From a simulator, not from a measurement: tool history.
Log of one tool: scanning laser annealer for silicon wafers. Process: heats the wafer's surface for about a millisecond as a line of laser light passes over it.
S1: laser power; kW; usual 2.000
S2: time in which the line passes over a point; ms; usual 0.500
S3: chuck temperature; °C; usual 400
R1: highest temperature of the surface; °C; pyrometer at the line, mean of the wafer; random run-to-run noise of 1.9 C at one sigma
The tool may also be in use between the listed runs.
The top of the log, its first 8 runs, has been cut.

run 9 hour=466.7 | S1=2.000 S2=0.500 S3=400 | R1=1073
run 10 hour=533.4 | S1=1.996 S2=0.500 S3=400 | R1=1067
run 11 hour=576.4 | S1=2.000 S2=0.500 S3=383 | R1=1046
run 12 hour=657.8 | S1=2.000 S2=0.500 S3=422 | R1=1074
run 13 hour=738.3 | S1=2.000 S2=0.500 S3=422 | R1=1065
-- hour=768.1 window over the wafer cleaned
run 14 hour=794.8 | S1=2.000 S2=0.500 S3=422 | R1=1107
run 15 hour=854.8 | S1=2.000 S2=0.500 S3=422 | R1=1098
-- hour=892.4 optics aligned, line set to its width
run 16 hour=906.6 | S1=2.000 S2=0.565 S3=400 | R1=1140
run 17 hour=945.4 | S1=2.000 S2=0.565 S3=400 | R1=1134
run 18 hour=987.6 | S1=2.000 S2=0.565 S3=400 | R1=1133
run 19 hour=1026.7 | S1=2.000 S2=0.500 S3=400 | R1=1081
run 20 hour=1074.9 | S1=2.000 S2=0.500 S3=409 | R1=1086
run 21 hour=1165.3 | S1=1.777 S2=0.537 S3=400 | R1=995
run 22 hour=1244.3 | S1=1.777 S2=0.458 S3=427 | R1=969
-- hour=1312.4 window over the wafer cleaned
run 23 hour=1316.9 | S1=2.150 S2=0.500 S3=434 | R1=1203
run 24 hour=1358.6 | S1=2.150 S2=0.500 S3=434 | R1=1197
run 25 hour=1427.6 | S1=1.993 S2=0.428 S3=394 | R1=1026

For run 26, what comes out?
run 26 hour=1510.8 | S1=2.000 S2=0.594 S3=439 | R1=?

Logged for run 26: R1 1179 °C.
Without the tool's hidden state the same run would have given R1 1217 °C.
